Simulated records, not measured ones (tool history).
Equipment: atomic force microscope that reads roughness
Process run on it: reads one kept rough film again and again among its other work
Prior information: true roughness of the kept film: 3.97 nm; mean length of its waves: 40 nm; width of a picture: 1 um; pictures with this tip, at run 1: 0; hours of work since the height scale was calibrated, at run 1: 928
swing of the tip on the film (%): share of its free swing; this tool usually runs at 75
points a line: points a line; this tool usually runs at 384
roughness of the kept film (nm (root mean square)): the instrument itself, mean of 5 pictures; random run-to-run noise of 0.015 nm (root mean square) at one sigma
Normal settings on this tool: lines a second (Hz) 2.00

run,day,lines a second (Hz),swing of the tip on the film (%),points a line,pictures with this tip,hours of work since the height scale was calibrated,roughness of the kept film (nm (root mean square))
1,0.000,2.00,75,384,0,928,3.567
2,0.904,2.00,75,384,33,940,3.494
3,1.767,2.00,75,402,64,951,3.424
4,3.679,2.00,75,402,134,976,3.289
5,4.996,2.00,75,402,182,993,3.202
# day 5.738: new tip fitted
6,6.562,2.00,75,402,30,1013,3.504
7,7.575,2.00,75,384,67,1026,3.421
8,8.475,2.00,75,384,100,1038,3.377
9,9.900,2.00,75,384,151,1056,3.245
10,11.267,2.00,75,384,201,1074,3.126
# day 11.433: new tip fitted
11,12.971,1.92,75,384,56,1096,3.465
12,14.825,1.92,75,384,123,1120,3.310
13,16.058,2.00,75,384,168,1136,3.198
# day 17.175: new tip fitted
14,17.779,2.00,75,384,22,1158,3.504
15,18.604,2.00,75,384,52,1169,3.442
16,19.600,2.00,75,384,88,1182,3.401
17,20.471,2.00,75,384,120,1193,3.328
18,22.296,2.00,69,384,187,1217,3.212
# day 22.867: new tip fitted
19,23.262,2.00,75,384,14,1229,3.553
20,24.446,2.00,75,384,57,1244,3.450
21,25.600,2.00,75,384,99,1259,3.376
22,27.329,2.00,75,677,162,1282,3.235
# day 28.529: new tip fitted
23,28.529,0.93,84,384,0,1297,3.650
24,29.450,1.61,79,384,34,1309,3.513
25,30.750,1.61,79,384,81,1326,3.371
26,31.862,1.61,79,384,122,1340,3.329
27,33.729,0.77,75,384,190,1364,3.339
# day 34.225: new tip fitted
28,35.400,0.89,75,1013,43,1386,3.637
29,37.138,1.17,89,295,106,1408,3.313
30,38.571,1.22,59,905,158,1427,3.434
# day 39.917: new tip fitted
31,40.362,0.53,72,904,17,1450,3.748
32,41.179,0.74,73,386,46,1460,3.625
33,42.650,0.74,73,386,100,1480,3.496
34,44.117,1.63,66,903,153,1499,3.378
35,45.346,1.63,66,903,198,1514,3.301
# day 45.525: new tip fitted
36,47.212,1.63,66,903,61,1538,3.615
37,48.367,1.63,66,903,103,1553,3.500
38,49.983,2.00,63,384,162,1574,3.375
# day 51.200: new tip fitted
39,51.850,2.00,75,380,24,1598,3.564
40,53.079,0.97,81,869,68,1614,3.513
41,54.233,2.00,83,531,110,1629,3.261
42,55.442,2.00,83,531,154,1645,3.182
# day 56.842: new tip fitted
43,57.154,2.18,68,384,11,1667,3.676
44,58.367,2.18,68,384,55,1683,3.538

Alternative continuations, all from the tool just after run 44; predict every row:
A,59.800,1.31,75,884,107,1701,?
B,59.800,2.18,68,559,107,1701,?
C,59.800,2.00,63,384,107,1701,?
D,59.800,0.77,80,384,107,1701,?

run,roughness of the kept film (nm (root mean square))
A,3.454
B,3.444
C,3.516
D,3.504
Had the tool no hidden state, the same runs would have come out as:
run,roughness of the kept film (nm (root mean square))
A,3.609
B,3.598
C,3.674
D,3.662
